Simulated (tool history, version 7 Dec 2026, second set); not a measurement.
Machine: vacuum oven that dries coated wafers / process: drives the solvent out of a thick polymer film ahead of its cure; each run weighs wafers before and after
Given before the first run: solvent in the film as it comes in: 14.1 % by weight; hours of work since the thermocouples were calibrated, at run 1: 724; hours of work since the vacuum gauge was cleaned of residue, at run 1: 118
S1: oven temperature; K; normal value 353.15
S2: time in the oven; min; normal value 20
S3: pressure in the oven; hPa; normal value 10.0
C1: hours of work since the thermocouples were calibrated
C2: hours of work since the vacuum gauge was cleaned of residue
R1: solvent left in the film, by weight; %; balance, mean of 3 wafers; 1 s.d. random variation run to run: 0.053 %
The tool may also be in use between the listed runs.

run,hour,S1,S2,S3,C1,C2,R1
1,0.0,353.15,20,10.0,724,118,2.26
2,12.0,353.15,20,10.0,729,123,2.04
3,32.2,353.15,20,10.0,737,131,2.09
4,56.0,353.15,20,10.0,747,141,2.19
5,68.2,353.15,20,10.0,752,147,2.14
6,90.0,353.15,13,10.0,761,156,3.48
7,116.9,353.15,13,10.0,773,167,3.69
8,129.1,348.15,13,10.0,778,172,5.25
9,151.0,348.15,13,10.0,787,181,5.32
10,173.0,348.15,13,10.0,796,190,5.20
11,191.9,348.15,13,10.0,804,198,5.28
12,217.0,353.15,20,10.0,815,209,2.16
13,232.6,353.15,20,10.0,821,215,2.19
14,252.1,353.15,12,10.0,829,223,4.04
15,267.5,353.15,12,10.0,836,230,3.97
16,288.9,353.15,12,10.0,845,239,4.05
# hour 305.3: oven's thermocouples calibrated
17,307.0,353.15,12,10.0,1,246,3.42
18,322.9,353.15,20,10.0,7,252,1.74
19,340.9,353.15,20,10.0,15,260,1.84
20,360.3,353.15,20,10.0,23,268,1.87
21,375.3,353.15,11,10.0,29,274,3.75
22,389.8,353.15,20,10.0,35,280,1.88
23,415.2,353.15,20,21.5,46,291,2.50
24,432.7,353.15,11,10.0,53,298,3.75
25,451.1,346.15,12,26.5,61,306,6.60
26,475.6,360.15,20,7.1,71,316,0.56
27,498.5,344.15,20,13.0,81,326,4.64
28,514.5,344.15,20,13.0,87,332,4.54
29,540.3,353.15,16,8.9,98,343,2.32
30,558.0,353.15,16,8.9,106,350,2.45
31,569.4,365.15,33,23.3,110,355,1.02
32,595.5,365.15,33,23.3,121,366,1.04
33,617.6,365.15,33,23.3,131,375,1.01
34,634.2,351.15,11,38.1,137,382,6.05
35,655.9,341.15,24,33.7,147,391,6.75
36,674.7,341.15,11,33.7,154,399,8.97
37,689.3,351.15,34,5.5,161,405,0.87
38,705.4,352.15,17,13.4,167,412,2.88
39,725.2,352.15,17,13.4,176,420,2.89
40,741.3,343.15,17,9.5,182,427,5.40
41,767.9,343.15,12,37.6,193,438,8.35
42,788.5,342.15,29,5.8,202,447,3.44
43,804.7,353.15,15,38.5,209,454,4.56
44,826.8,366.15,20,8.3,218,463,0.40
45,843.6,340.15,17,17.6,225,470,7.06
46,868.2,339.15,13,5.2,235,480,7.52
47,884.1,358.15,13,11.0,242,487,2.03

What if the next run were any one of these 4? Each begins from the tool's condition after run 47:
A,901.7,347.15,14,10.3,249,494,?
B,901.7,358.15,10,5.4,249,494,?
C,901.7,353.15,20,8.7,249,494,?
D,901.7,346.15,18,17.2,249,494,?

run,R1
A,4.92
B,2.58
C,1.87
D,4.72
Stripped of hidden state, with their random variation kept, the same runs would have yielded:
run,R1
A,4.76
B,2.45
C,1.71
D,4.54
